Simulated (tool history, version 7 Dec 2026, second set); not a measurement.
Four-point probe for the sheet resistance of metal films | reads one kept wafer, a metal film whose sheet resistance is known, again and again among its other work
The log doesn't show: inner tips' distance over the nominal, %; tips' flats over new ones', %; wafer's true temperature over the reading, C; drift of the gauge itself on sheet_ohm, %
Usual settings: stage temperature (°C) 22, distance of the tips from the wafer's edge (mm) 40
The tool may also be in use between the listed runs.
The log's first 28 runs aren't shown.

run,day,stage temperature (°C),distance of the tips from the wafer's edge (mm),touches since the probe head was changed,hours of work since the stage's thermometer was calibrated,sheet resistance as the instrument gives it (ohm/square)
29,55.888,31,57,82803,1498,0.522689
30,58.167,19,57,84024,1534,0.515687
31,60.604,29,40,85329,1573,0.521301
32,61.904,26,6,86025,1594,0.522913
33,64.175,26,6,87240,1630,0.522756
34,65.308,19,19,87847,1648,0.515803
35,66.9,19,19,88700,1673,0.515932
36,68.471,21,26,89539,1698,0.516944
37,69.738,28,15,90219,1718,0.52133
38,71.621,34,4,91228,1748,0.53102
39,72.717,23,54,91814,1766,0.517771
40,74.55,21,21,92794,1795,0.516802
41,76.954,26,31,94082,1833,0.51952
42,79.608,24,21,95504,1876,0.518708
# day 79.954: stage's thermometer calibrated
43,81.7,35,32,96612,28,0.52492
44,83.692,21,53,97677,59,0.517169
45,85.05,28,18,98404,81,0.521445
46,87.558,32,3,99747,121,0.535804

3 ways to go on from here, each from the tool as it stands after run 46. What would each give?
A,89.158,31,40,100605,146,?
B,89.158,20,24,100605,146,?
C,89.158,25,11,100605,146,?

run,sheet resistance as the instrument gives it (ohm/square)
A,0.522685
B,0.516758
C,0.520471
Without the tool's hidden state the same runs would have given:
run,sheet resistance as the instrument gives it (ohm/square)
A,0.522166
B,0.516248
C,0.519955
